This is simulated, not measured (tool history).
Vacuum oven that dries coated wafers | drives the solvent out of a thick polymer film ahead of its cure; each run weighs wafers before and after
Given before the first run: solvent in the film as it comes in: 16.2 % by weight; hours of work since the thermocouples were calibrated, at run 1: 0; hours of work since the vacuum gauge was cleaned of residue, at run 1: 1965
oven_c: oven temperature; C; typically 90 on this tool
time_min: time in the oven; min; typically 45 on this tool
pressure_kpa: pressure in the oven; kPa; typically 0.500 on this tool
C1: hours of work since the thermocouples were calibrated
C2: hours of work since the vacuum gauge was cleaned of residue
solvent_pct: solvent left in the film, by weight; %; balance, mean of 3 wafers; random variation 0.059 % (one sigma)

run 1 day=0.000 | oven_c=90 time_min=45 pressure_kpa=0.500 | C1=0 C2=1965 | solvent_pct=3.26
run 2 day=2.050 | oven_c=90 time_min=45 pressure_kpa=0.500 | C1=34 C2=1999 | solvent_pct=3.22
run 3 day=3.796 | oven_c=90 time_min=45 pressure_kpa=1.862 | C1=64 C2=2028 | solvent_pct=5.46
run 4 day=5.746 | oven_c=100 time_min=45 pressure_kpa=0.500 | C1=97 C2=2061 | solvent_pct=1.43
run 5 day=8.854 | oven_c=100 time_min=45 pressure_kpa=0.500 | C1=149 C2=2113 | solvent_pct=1.28
run 6 day=11.250 | oven_c=88 time_min=78 pressure_kpa=1.418 | C1=189 C2=2154 | solvent_pct=3.74
run 7 day=13.117 | oven_c=90 time_min=30 pressure_kpa=1.129 | C1=220 C2=2185 | solvent_pct=5.84
run 8 day=14.875 | oven_c=85 time_min=32 pressure_kpa=0.500 | C1=250 C2=2214 | solvent_pct=6.17
run 9 day=16.371 | oven_c=85 time_min=32 pressure_kpa=0.500 | C1=275 C2=2240 | solvent_pct=6.07
-- day=16.954 vacuum gauge cleaned of residue and calibrated
run 10 day=17.954 | oven_c=85 time_min=39 pressure_kpa=0.500 | C1=300 C2=17 | solvent_pct=5.31

Consider 3 possible next runs. They are alternatives, not a sequence: every one starts from the tool as it was left by run 10. What does each give?
run A day=19.467 | oven_c=85 time_min=39 pressure_kpa=0.956 | C1=326 C2=42 | solvent_pct=?
run B day=19.467 | oven_c=81 time_min=41 pressure_kpa=0.436 | C1=326 C2=42 | solvent_pct=?
run C day=19.467 | oven_c=92 time_min=37 pressure_kpa=0.270 | C1=326 C2=42 | solvent_pct=?

run=A solvent_pct=6.13
run=B solvent_pct=6.17
run=C solvent_pct=3.12
Without the tool's unlogged condition, the same runs would have read:
run=A solvent_pct=6.12
run=B solvent_pct=6.17
run=C solvent_pct=3.12
